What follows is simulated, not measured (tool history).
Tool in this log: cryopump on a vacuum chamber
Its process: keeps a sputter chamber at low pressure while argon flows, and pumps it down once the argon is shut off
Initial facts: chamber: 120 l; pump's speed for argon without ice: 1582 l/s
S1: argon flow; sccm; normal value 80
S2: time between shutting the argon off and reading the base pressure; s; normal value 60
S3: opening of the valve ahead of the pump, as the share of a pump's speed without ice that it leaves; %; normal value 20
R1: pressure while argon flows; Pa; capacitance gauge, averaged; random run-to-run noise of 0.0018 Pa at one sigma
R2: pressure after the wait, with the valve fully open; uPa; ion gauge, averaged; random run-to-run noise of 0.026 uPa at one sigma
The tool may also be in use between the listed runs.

| run | day | S1 | S2 | S3 | R1 | R2 |
|---|---|---|---|---|---|---|
| 1 | 0.000 | 80 | 60 | 20 | 0.4419 | 3.01 |
| 2 | 1.754 | 80 | 60 | 28 | 0.3207 | 3.05 |
| 3 | 3.612 | 80 | 60 | 28 | 0.3234 | 3.01 |
| 4 | 6.642 | 154 | 60 | 20 | 0.8549 | 3.13 |
| 5 | 9.100 | 80 | 64 | 20 | 0.4469 | 3.20 |
| 6 | 11.679 | 80 | 60 | 20 | 0.4494 | 3.33 |
| 7 | 14.400 | 80 | 60 | 20 | 0.4489 | 3.41 |
| 8 | 17.588 | 80 | 134 | 20 | 0.4569 | 3.05 |
| 9 | 20.242 | 80 | 134 | 20 | 0.4544 | 3.05 |
| 10 | 22.138 | 80 | 134 | 20 | 0.4567 | 3.20 |
| 11 | 24.075 | 80 | 134 | 20 | 0.4609 | 3.21 |
| 12 | 26.721 | 80 | 60 | 20 | 0.4641 | 3.75 |
|  | 27.133 | pump warmed up, emptied and cooled again |
| 13 | 29.696 | 80 | 60 | 20 | 0.4314 | 3.10 |
|  | 30.692 | leaking fittings of the chamber tightened, without venting |
| 14 | 31.717 | 80 | 60 | 34 | 0.2545 | 1.14 |
| 15 | 34.821 | 80 | 60 | 20 | 0.4349 | 1.15 |
| 16 | 36.350 | 89 | 60 | 20 | 0.4833 | 1.13 |
| 17 | 39.221 | 89 | 95 | 20 | 0.4799 | 0.89 |
| 18 | 42.033 | 89 | 95 | 20 | 0.4902 | 0.94 |
| 19 | 44.467 | 80 | 58 | 16 | 0.5518 | 1.34 |
| 20 | 46.696 | 149 | 60 | 21 | 0.7797 | 1.36 |
| 21 | 48.904 | 34 | 27 | 19 | 0.1974 | 2.50 |
| 22 | 51.733 | 74 | 27 | 23 | 0.3570 | 2.46 |
| 23 | 54.425 | 74 | 27 | 23 | 0.3606 | 2.56 |
| 24 | 57.450 | 34 | 117 | 18 | 0.2109 | 1.04 |
| 25 | 59.283 | 34 | 117 | 18 | 0.2111 | 1.13 |
| 26 | 61.379 | 144 | 23 | 28 | 0.5965 | 3.07 |
| 27 | 62.896 | 144 | 23 | 28 | 0.5926 | 3.03 |
| 28 | 65.346 | 80 | 21 | 26 | 0.3560 | 3.27 |
| 29 | 68.688 | 80 | 186 | 33 | 0.2888 | 1.10 |
| 30 | 71.858 | 55 | 70 | 32 | 0.2064 | 1.61 |
|  | 72.767 | pump warmed up, emptied and cooled again |
| 31 | 73.804 | 55 | 70 | 32 | 0.1848 | 1.36 |
| 32 | 76.167 | 120 | 33 | 45 | 0.2916 | 2.31 |
| 33 | 78.229 | 38 | 87 | 56 | 0.0739 | 1.32 |
| 34 | 81.504 | 80 | 161 | 55 | 0.1602 | 1.17 |
| 35 | 83.862 | 77 | 38 | 49 | 0.1777 | 2.26 |

Selected run-to-run steps in R1, each split into two signed amounts: the part the tool would show with no hidden state at all (from settings, incoming material and random variation), and the remainder, which goes to the hidden state together with any gauge scatter not common to the measured and the hidden-state-free results:
Hidden state at play: pump's speed, % of a pump's without ice; cold plate's temperature, K; leak into the chamber, uPa l/s; drift of the gauge itself on working_pa, %; drift of the gauge itself on base_upa, %.
Run 3 -> 4: S1 80 -> 154, S3 28 -> 20. R1 +0.5315 Pa: hidden state +0.0183, all else +0.5132.
Run 4 -> 5: S1 154 -> 80, S2 60 -> 64. R1 -0.4080 Pa: hidden state -0.0144, all else -0.3936.
Run 12 -> 13: pump warmed up, emptied and cooled again. R1 -0.0327 Pa: hidden state -0.0325, all else -0.0002.
Run 20 -> 21: S1 149 -> 34, S2 60 -> 27, S3 21 -> 19. R1 -0.5823 Pa: hidden state -0.0185, all else -0.5638.
Run 25 -> 26: S1 34 -> 144, S2 117 -> 23, S3 18 -> 28. R1 +0.3854 Pa: hidden state +0.0343, all else +0.3511.
Run 30 -> 31: pump warmed up, emptied and cooled again. R1 -0.0216 Pa: hidden state -0.0215, all else -0.0001.
